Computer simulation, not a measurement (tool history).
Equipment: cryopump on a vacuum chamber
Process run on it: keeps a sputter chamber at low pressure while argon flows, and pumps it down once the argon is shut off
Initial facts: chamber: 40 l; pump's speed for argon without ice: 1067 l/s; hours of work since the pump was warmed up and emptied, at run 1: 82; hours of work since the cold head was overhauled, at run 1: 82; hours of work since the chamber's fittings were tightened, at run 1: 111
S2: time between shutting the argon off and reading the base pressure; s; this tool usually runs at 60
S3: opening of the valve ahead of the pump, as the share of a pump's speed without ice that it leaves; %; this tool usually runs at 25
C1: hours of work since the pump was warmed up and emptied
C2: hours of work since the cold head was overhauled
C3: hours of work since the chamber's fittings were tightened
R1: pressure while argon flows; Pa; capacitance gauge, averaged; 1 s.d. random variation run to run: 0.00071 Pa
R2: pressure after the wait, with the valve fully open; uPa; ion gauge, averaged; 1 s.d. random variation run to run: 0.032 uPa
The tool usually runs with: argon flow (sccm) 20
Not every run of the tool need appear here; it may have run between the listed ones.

{"run": 1, "hour": 0.0, "argon flow (sccm)": 20, "S2": 60, "S3": 25, "C1": 82, "C2": 82, "C3": 111, "R1": 0.1274, "R2": 1.69}
{"run": 2, "hour": 17.6, "argon flow (sccm)": 20, "S2": 60, "S3": 25, "C1": 90, "C2": 90, "C3": 119, "R1": 0.1283, "R2": 1.71}
{"run": 3, "hour": 41.5, "argon flow (sccm)": 20, "S2": 60, "S3": 25, "C1": 101, "C2": 101, "C3": 131, "R1": 0.1277, "R2": 1.75}
{"run": 4, "hour": 66.9, "argon flow (sccm)": 20, "S2": 60, "S3": 19, "C1": 113, "C2": 113, "C3": 143, "R1": 0.1688, "R2": 1.73}
{"run": 5, "hour": 92.6, "argon flow (sccm)": 20, "S2": 60, "S3": 19, "C1": 126, "C2": 126, "C3": 155, "R1": 0.1695, "R2": 1.77}
{"run": 6, "hour": 105.1, "argon flow (sccm)": 20, "S2": 60, "S3": 19, "C1": 132, "C2": 132, "C3": 161, "R1": 0.1679, "R2": 1.77}
{"run": 7, "hour": 121.7, "argon flow (sccm)": 20, "S2": 60, "S3": 25, "C1": 140, "C2": 140, "C3": 169, "R1": 0.1286, "R2": 1.75}
{"run": 8, "hour": 147.5, "argon flow (sccm)": 20, "S2": 60, "S3": 25, "C1": 152, "C2": 152, "C3": 181, "R1": 0.1293, "R2": 1.7}
{"run": 9, "hour": 166.4, "argon flow (sccm)": 20, "S2": 60, "S3": 16, "C1": 161, "C2": 161, "C3": 190, "R1": 0.2, "R2": 1.85}
{"run": 10, "hour": 188.0, "argon flow (sccm)": 22, "S2": 249, "S3": 52, "C1": 171, "C2": 171, "C3": 201, "R1": 0.0698, "R2": 0.76}

Expected results for the next run?
{"run": 11, "hour": 206.9, "argon flow (sccm)": 20, "S2": 118, "S3": 25, "C1": 180, "C2": 180, "C3": 210, "R1": "?", "R2": "?"}

{"run 11": {"R1": 0.1298, "R2": 1.14}}
Minus the tool's unlogged condition, the same run would have read R1 0.1272 Pa, R2 0.98 uPa.
